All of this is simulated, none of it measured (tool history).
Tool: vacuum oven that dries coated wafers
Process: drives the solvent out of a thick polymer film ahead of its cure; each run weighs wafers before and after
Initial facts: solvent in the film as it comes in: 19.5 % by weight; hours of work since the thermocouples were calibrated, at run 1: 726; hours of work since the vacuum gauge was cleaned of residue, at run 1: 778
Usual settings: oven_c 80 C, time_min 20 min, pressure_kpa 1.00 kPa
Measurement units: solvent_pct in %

| run | hour | oven_c | time_min | pressure_kpa | hours of work since the thermocouples were calibrated | hours of work since the vacuum gauge was cleaned of residue | solvent_pct |
|---|---|---|---|---|---|---|---|
| 1 | 0.0 | 80 | 20 | 1.00 | 726 | 778 | 2.93 |
| 2 | 22.3 | 80 | 20 | 1.00 | 744 | 796 | 2.98 |
| 3 | 49.9 | 80 | 20 | 1.00 | 766 | 818 | 3.10 |
| 4 | 87.6 | 80 | 20 | 1.00 | 796 | 848 | 3.11 |
| 5 | 111.8 | 80 | 20 | 1.00 | 815 | 867 | 3.13 |
| 6 | 161.1 | 88 | 20 | 1.00 | 854 | 906 | 1.67 |
| 7 | 190.7 | 88 | 20 | 1.00 | 877 | 929 | 1.74 |
| 8 | 218.2 | 88 | 20 | 1.00 | 899 | 951 | 1.66 |
| 9 | 269.5 | 80 | 13 | 1.00 | 939 | 991 | 4.78 |
| 10 | 307.4 | 80 | 13 | 1.00 | 969 | 1021 | 4.80 |
| 11 | 333.0 | 80 | 13 | 1.00 | 990 | 1042 | 4.70 |
| 12 | 376.2 | 80 | 13 | 1.00 | 1024 | 1076 | 4.87 |
| 13 | 425.1 | 80 | 24 | 1.00 | 1062 | 1114 | 2.81 |
| 14 | 448.9 | 80 | 24 | 1.00 | 1081 | 1133 | 2.82 |
| 15 | 474.2 | 80 | 33 | 1.00 | 1101 | 1153 | 2.42 |
|  | 480.3 | vacuum gauge cleaned of residue and calibrated |
| 16 | 508.2 | 80 | 33 | 1.00 | 1127 | 22 | 2.45 |
| 17 | 545.7 | 80 | 33 | 1.00 | 1156 | 52 | 2.47 |
| 18 | 568.3 | 80 | 33 | 1.00 | 1174 | 70 | 2.48 |
| 19 | 599.0 | 80 | 20 | 1.00 | 1198 | 94 | 3.45 |
| 20 | 623.0 | 80 | 20 | 1.00 | 1217 | 113 | 3.49 |
|  | 639.9 | vacuum gauge cleaned of residue and calibrated, once more |
| 21 | 650.8 | 80 | 20 | 1.00 | 1238 | 9 | 2.95 |
| 22 | 687.6 | 80 | 20 | 1.00 | 1267 | 38 | 3.03 |
| 23 | 735.2 | 80 | 20 | 1.00 | 1305 | 75 | 3.05 |
| 24 | 778.5 | 80 | 20 | 1.00 | 1339 | 110 | 3.00 |
| 25 | 831.5 | 85 | 14 | 1.00 | 1381 | 151 | 2.85 |
| 26 | 882.2 | 83 | 17 | 2.75 | 1421 | 191 | 5.37 |
| 27 | 925.1 | 78 | 25 | 0.75 | 1455 | 225 | 2.61 |
| 28 | 975.4 | 78 | 25 | 2.72 | 1495 | 265 | 6.13 |
| 29 | 997.2 | 82 | 21 | 1.86 | 1512 | 282 | 3.92 |
| 30 | 1048.1 | 86 | 22 | 0.72 | 1552 | 322 | 1.38 |
| 31 | 1093.8 | 86 | 35 | 0.60 | 1588 | 359 | 1.02 |
|  | 1101.0 | oven's thermocouples calibrated |
| 32 | 1118.1 | 75 | 35 | 1.30 | 13 | 376 | 3.03 |
| 33 | 1144.6 | 75 | 35 | 1.30 | 34 | 397 | 3.17 |
| 34 | 1177.3 | 75 | 35 | 1.30 | 60 | 423 | 3.17 |
| 35 | 1229.0 | 74 | 15 | 2.33 | 101 | 464 | 7.74 |
| 36 | 1275.8 | 74 | 15 | 2.33 | 138 | 501 | 7.64 |
| 37 | 1307.7 | 68 | 33 | 1.03 | 163 | 526 | 4.87 |
| 38 | 1341.3 | 93 | 20 | 1.00 | 190 | 553 | 1.22 |
| 39 | 1379.2 | 72 | 10 | 2.05 | 220 | 583 | 10.14 |
| 40 | 1432.5 | 80 | 20 | 2.48 | 262 | 625 | 4.97 |
| 41 | 1458.4 | 80 | 20 | 2.48 | 282 | 645 | 5.09 |
| 42 | 1497.6 | 86 | 11 | 1.00 | 313 | 676 | 3.29 |
| 43 | 1529.8 | 80 | 12 | 0.52 | 339 | 701 | 4.20 |
| 44 | 1553.5 | 80 | 20 | 1.39 | 357 | 720 | 3.50 |
| 45 | 1603.8 | 84 | 20 | 2.49 | 397 | 760 | 4.09 |
| 46 | 1649.6 | 86 | 15 | 1.15 | 433 | 796 | 2.55 |

For some of the steps in solvent_pct from one run to the next: how much would appear even if the tool had no hidden state, given the settings, what came in and random variation, and how much remains for the hidden state plus any gauge scatter that the measured result and the result without hidden state don't share?
Hidden state present: true wafer temperature over the reading, C; true pressure over the reading, kPa; drift of the gauge itself on solvent_pct, %.
Run 8 -> 9: oven_c 88 -> 80, time_min 20 -> 13. solvent_pct +3.12 %: hidden state +0.50, all else +2.62.
Run 20 -> 21: vacuum gauge cleaned of residue and calibrated, once more. solvent_pct -0.54 %: hidden state -0.54, all else +0.00.
Run 34 -> 35: oven_c 75 -> 74, time_min 35 -> 15, pressure_kpa 1.30 -> 2.33. solvent_pct +4.57 %: hidden state +0.10, all else +4.47.
Run 37 -> 38: oven_c 68 -> 93, time_min 33 -> 20, pressure_kpa 1.03 -> 1.00. solvent_pct -3.65 %: hidden state -0.38, all else -3.27.
Run 38 -> 39: oven_c 93 -> 72, time_min 20 -> 10, pressure_kpa 1.00 -> 2.05. solvent_pct +8.92 %: hidden state +0.34, all else +8.58.
Run 39 -> 40: oven_c 72 -> 80, time_min 10 -> 20, pressure_kpa 2.05 -> 2.48. solvent_pct -5.17 %: hidden state -0.03, all else -5.14.
